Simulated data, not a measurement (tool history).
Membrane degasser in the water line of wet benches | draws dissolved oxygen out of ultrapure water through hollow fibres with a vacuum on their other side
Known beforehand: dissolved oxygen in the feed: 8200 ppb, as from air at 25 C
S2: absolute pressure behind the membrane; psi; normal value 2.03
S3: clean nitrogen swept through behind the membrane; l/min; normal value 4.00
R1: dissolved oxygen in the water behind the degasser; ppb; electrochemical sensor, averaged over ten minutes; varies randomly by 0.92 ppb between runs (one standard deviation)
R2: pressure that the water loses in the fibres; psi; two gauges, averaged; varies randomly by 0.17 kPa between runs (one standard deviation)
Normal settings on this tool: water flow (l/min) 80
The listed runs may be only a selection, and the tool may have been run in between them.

run 1 hour=0.0 | water_flow_(l/min)=80 S2=2.03 S3=4.00 | R1=461.9 R2=4.003
run 2 hour=40.5 | water_flow_(l/min)=80 S2=2.94 S3=4.00 | R1=707.0 R2=3.928
run 3 hour=84.6 | water_flow_(l/min)=80 S2=2.94 S3=4.00 | R1=706.5 R2=3.987
run 4 hour=116.0 | water_flow_(l/min)=80 S2=2.94 S3=4.00 | R1=704.8 R2=3.997
run 5 hour=145.3 | water_flow_(l/min)=80 S2=2.94 S3=4.00 | R1=701.8 R2=3.938
run 6 hour=185.3 | water_flow_(l/min)=80 S2=2.03 S3=4.00 | R1=460.8 R2=3.961
run 7 hour=229.4 | water_flow_(l/min)=80 S2=2.03 S3=4.00 | R1=458.3 R2=3.945
run 8 hour=259.5 | water_flow_(l/min)=95 S2=2.03 S3=4.00 | R1=534.1 R2=4.659
run 9 hour=286.8 | water_flow_(l/min)=95 S2=2.03 S3=4.00 | R1=535.5 R2=4.669
run 10 hour=312.5 | water_flow_(l/min)=95 S2=2.70 S3=4.00 | R1=736.8 R2=4.693
run 11 hour=354.6 | water_flow_(l/min)=95 S2=2.70 S3=4.00 | R1=737.9 R2=4.728
run 12 hour=401.0 | water_flow_(l/min)=95 S2=2.70 S3=4.00 | R1=737.7 R2=4.675
run 13 hour=441.3 | water_flow_(l/min)=95 S2=2.70 S3=4.00 | R1=732.1 R2=4.759
run 14 hour=466.9 | water_flow_(l/min)=80 S2=2.03 S3=1.98 | R1=794.6 R2=3.916
run 15 hour=517.3 | water_flow_(l/min)=80 S2=2.03 S3=1.98 | R1=790.8 R2=3.991
run 16 hour=550.4 | water_flow_(l/min)=80 S2=2.03 S3=1.98 | R1=792.6 R2=3.980
run 17 hour=583.5 | water_flow_(l/min)=80 S2=2.03 S3=1.98 | R1=791.6 R2=4.018
run 18 hour=628.6 | water_flow_(l/min)=55 S2=2.03 S3=1.98 | R1=587.1 R2=2.688
run 19 hour=673.2 | water_flow_(l/min)=74 S2=2.03 S3=2.09 | R1=714.3 R2=3.693
run 20 hour=722.3 | water_flow_(l/min)=75 S2=2.03 S3=4.00 | R1=424.3 R2=3.739
run 21 hour=748.5 | water_flow_(l/min)=126 S2=2.38 S3=6.37 | R1=573.1 R2=6.203
run 22 hour=792.2 | water_flow_(l/min)=126 S2=2.38 S3=6.37 | R1=576.8 R2=6.218
run 23 hour=842.5 | water_flow_(l/min)=126 S2=2.38 S3=6.37 | R1=572.6 R2=6.213
run 24 hour=863.7 | water_flow_(l/min)=63 S2=1.93 S3=1.95 | R1=619.8 R2=3.127
-- hour=878.1 gauge calibrated
run 25 hour=902.1 | water_flow_(l/min)=63 S2=1.93 S3=1.95 | R1=636.0 R2=3.159
run 26 hour=925.8 | water_flow_(l/min)=93 S2=2.48 S3=4.00 | R1=667.3 R2=4.666
run 27 hour=956.6 | water_flow_(l/min)=80 S2=2.03 S3=6.46 | R1=304.8 R2=3.965
run 28 hour=1008.7 | water_flow_(l/min)=80 S2=2.03 S3=6.84 | R1=288.4 R2=3.984
run 29 hour=1043.9 | water_flow_(l/min)=83 S2=2.71 S3=10.21 | R1=294.7 R2=4.109
run 30 hour=1087.0 | water_flow_(l/min)=54 S2=2.12 S3=10.21 | R1=142.9 R2=2.711
run 31 hour=1112.7 | water_flow_(l/min)=115 S2=4.09 S3=4.00 | R1=1330.7 R2=5.699
run 32 hour=1161.7 | water_flow_(l/min)=115 S2=4.09 S3=4.00 | R1=1321.2 R2=5.677

Branching from run 32: 3 alternative next runs. What would each branch give?
run A hour=1189.0 | water_flow_(l/min)=79 S2=3.52 S3=4.00 | R1=? R2=?
run B hour=1189.0 | water_flow_(l/min)=65 S2=2.90 S3=3.61 | R1=? R2=?
run C hour=1189.0 | water_flow_(l/min)=115 S2=2.81 S3=4.00 | R1=? R2=?

run=A R1=842.1 R2=3.923
run=B R1=629.1 R2=3.223
run=C R1=914.5 R2=5.656
With the hidden condition removed and each run's random variation left untouched, the same runs would have given:
run=A R1=850.8 R2=3.919
run=B R1=635.6 R2=3.220
run=C R1=923.8 R2=5.651

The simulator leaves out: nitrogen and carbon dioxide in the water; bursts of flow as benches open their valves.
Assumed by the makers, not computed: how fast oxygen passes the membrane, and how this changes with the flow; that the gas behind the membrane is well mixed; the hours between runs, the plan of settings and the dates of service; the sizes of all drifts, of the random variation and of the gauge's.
